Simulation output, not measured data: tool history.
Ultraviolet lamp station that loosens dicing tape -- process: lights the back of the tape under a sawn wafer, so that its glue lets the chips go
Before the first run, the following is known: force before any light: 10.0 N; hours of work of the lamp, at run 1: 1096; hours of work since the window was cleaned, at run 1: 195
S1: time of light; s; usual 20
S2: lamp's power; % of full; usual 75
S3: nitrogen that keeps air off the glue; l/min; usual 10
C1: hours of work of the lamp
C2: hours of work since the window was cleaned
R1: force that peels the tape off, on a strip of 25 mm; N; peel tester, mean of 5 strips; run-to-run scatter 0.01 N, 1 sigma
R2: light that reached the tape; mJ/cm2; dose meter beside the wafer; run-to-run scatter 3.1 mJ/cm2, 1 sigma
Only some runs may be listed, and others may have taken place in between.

Run 1, hour 0.0: usual settings; C1 1096; C2 195. Result: R1 1.373 N, R2 270 mJ/cm2.
Run 2, hour 74.4: usual settings; C1 1143; C2 242. Result: R1 1.535 N, R2 261 mJ/cm2.
Run 3, hour 112.1: usual settings but S2 62 % of full; C1 1167; C2 266. Result: R1 2.073 N, R2 209 mJ/cm2.
At hour 170.0: lamp changed.
Run 4, hour 172.7: usual settings but S2 71 % of full; C1 2; C2 303. Result: R1 0.608 N, R2 407 mJ/cm2.
Run 5, hour 212.8: usual settings but S2 71 % of full; C1 27; C2 329. Result: R1 0.600 N, R2 399 mJ/cm2.
Run 6, hour 261.0: usual settings but S2 71 % of full; C1 57; C2 359. Result: R1 0.664 N, R2 398 mJ/cm2.
Run 7, hour 308.9: usual settings but S2 71 % of full; C1 87; C2 389. Result: R1 0.695 N, R2 391 mJ/cm2.
Run 8, hour 373.8: usual settings but S2 71 % of full; C1 128; C2 430. Result: R1 0.716 N, R2 374 mJ/cm2.
Run 9, hour 432.0: usual settings but S2 71 % of full; C1 165; C2 467. Result: R1 0.728 N, R2 367 mJ/cm2.
Run 10, hour 479.3: usual settings but S2 71 % of full; C1 195; C2 497. Result: R1 0.773 N, R2 361 mJ/cm2.
At hour 489.9: window cleaned of glue's vapour.
Run 11, hour 553.5: usual settings but S2 71 % of full, S3 4 l/min; C1 241; C2 40. Result: R1 1.443 N, R2 342 mJ/cm2.
Run 12, hour 593.4: usual settings but S2 71 % of full, S3 4 l/min; C1 266; C2 65. Result: R1 1.455 N, R2 337 mJ/cm2.
At hour 643.4: window cleaned of glue's vapour, once more.
Run 13, hour 646.9: usual settings but S1 28 s, S2 71 % of full, S3 4 l/min; C1 300; C2 2. Result: R1 0.541 N, R2 550 mJ/cm2.
Run 14, hour 716.5: usual settings but S1 28 s, S2 71 % of full, S3 4 l/min; C1 344; C2 46. Result: R1 0.588 N, R2 534 mJ/cm2.
Run 15, hour 756.3: usual settings but S1 28 s, S2 71 % of full, S3 4 l/min; C1 369; C2 71. Result: R1 0.563 N, R2 526 mJ/cm2.
Run 16, hour 803.6: usual settings but S1 28 s, S2 71 % of full, S3 4 l/min; C1 398; C2 101. Result: R1 0.628 N, R2 519 mJ/cm2.
Run 17, hour 846.9: usual settings but S1 26 s; C1 426; C2 128. Result: R1 0.373 N, R2 502 mJ/cm2.
Run 18, hour 905.5: usual settings; C1 463; C2 165. Result: R1 0.727 N, R2 381 mJ/cm2.
Run 19, hour 945.5: usual settings but S1 13 s; C1 488; C2 190. Result: R1 1.786 N, R2 237 mJ/cm2.
Run 20, hour 993.4: usual settings but S1 13 s; C1 518; C2 220. Result: R1 1.861 N, R2 236 mJ/cm2.
Run 21, hour 1062.0: usual settings but S1 13 s; C1 561; C2 264. Result: R1 1.807 N, R2 226 mJ/cm2.
Run 22, hour 1107.8: usual settings but S1 13 s; C1 590; C2 292. Result: R1 1.879 N, R2 221 mJ/cm2.
Run 23, hour 1145.8: usual settings but S1 21 s, S2 67 % of full, S3 7 l/min; C1 614; C2 316. Result: R1 1.240 N, R2 319 mJ/cm2.
Run 24, hour 1178.4: usual settings but S1 16 s, S2 92 % of full, S3 7 l/min; C1 634; C2 337. Result: R1 1.166 N, R2 331 mJ/cm2.

Estimate the outcome of run 25 from the log above:
Run 25, hour 1212.6: usual settings but S1 16 s, S2 100 % of full, S3 7 l/min; C1 656; C2 359. Result: R1 ?, R2 ?.

Run 25 yielded R1 0.995 N, R2 354 mJ/cm2.
Take away the tool's hidden state, keep the run-to-run variation as it was, and the same run would have given R1 0.467 N, R2 498 mJ/cm2.
